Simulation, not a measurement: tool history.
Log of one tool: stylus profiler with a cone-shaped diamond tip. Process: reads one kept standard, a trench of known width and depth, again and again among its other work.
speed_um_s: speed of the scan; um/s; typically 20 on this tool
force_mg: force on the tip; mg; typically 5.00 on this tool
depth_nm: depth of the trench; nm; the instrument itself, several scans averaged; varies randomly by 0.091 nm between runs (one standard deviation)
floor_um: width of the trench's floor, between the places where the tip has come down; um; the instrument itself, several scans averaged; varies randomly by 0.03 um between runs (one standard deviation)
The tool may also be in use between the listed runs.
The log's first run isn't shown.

run   hour  speed_um_s  force_mg  depth_nm  floor_um
  2   39.3          20      5.00    204.85     28.23
  3   70.9          20      5.00    204.59     28.16
  4   90.7          20      7.99    206.30     28.23
  5  118.8           5      7.99    206.51     28.29
  6  153.8           5      7.99    206.47     28.24
  7  192.1           5     12.30    208.73     28.26
  8  218.9           5     12.30    208.63     28.27
  9  251.3           5     13.60    209.28     28.28
 10  270.8           5     13.60    209.30     28.22
 11  296.1          20      5.00    204.85     28.17
 12  328.5          20      5.00    204.86     28.17
 13  364.4          19      5.00    204.82     28.20
 14  386.6          19      5.00    204.92     28.18
 15  405.0          19      5.00    204.65     28.21
 16  432.1          20      5.00    204.74     28.19
 17  451.8          20      5.00    204.73     28.16
 18  483.9          20      8.57    206.85     28.21
 19  508.1          20      8.57    206.68     28.25
 20  534.5          20      3.11    203.53     28.13
 21  558.3          23      5.28    204.98     28.21
 22  575.3          23      5.28    204.85     28.21
 23  605.2          38      3.43    203.68     28.09
 24  639.2          10      1.72    202.46     28.19
 25  671.7          10      1.72    202.27     28.16
 26  690.1          12      2.18    202.82     28.18

Run 27, settings as shown, results not yet in. Your forecast:
 27  727.8          35      9.10         ?         ?

depth_nm: 207.21 nm
floor_um: 28.16 um
Had the tool carried no hidden state, the very same run would have given depth_nm 207.22 nm, floor_um 28.17 um.

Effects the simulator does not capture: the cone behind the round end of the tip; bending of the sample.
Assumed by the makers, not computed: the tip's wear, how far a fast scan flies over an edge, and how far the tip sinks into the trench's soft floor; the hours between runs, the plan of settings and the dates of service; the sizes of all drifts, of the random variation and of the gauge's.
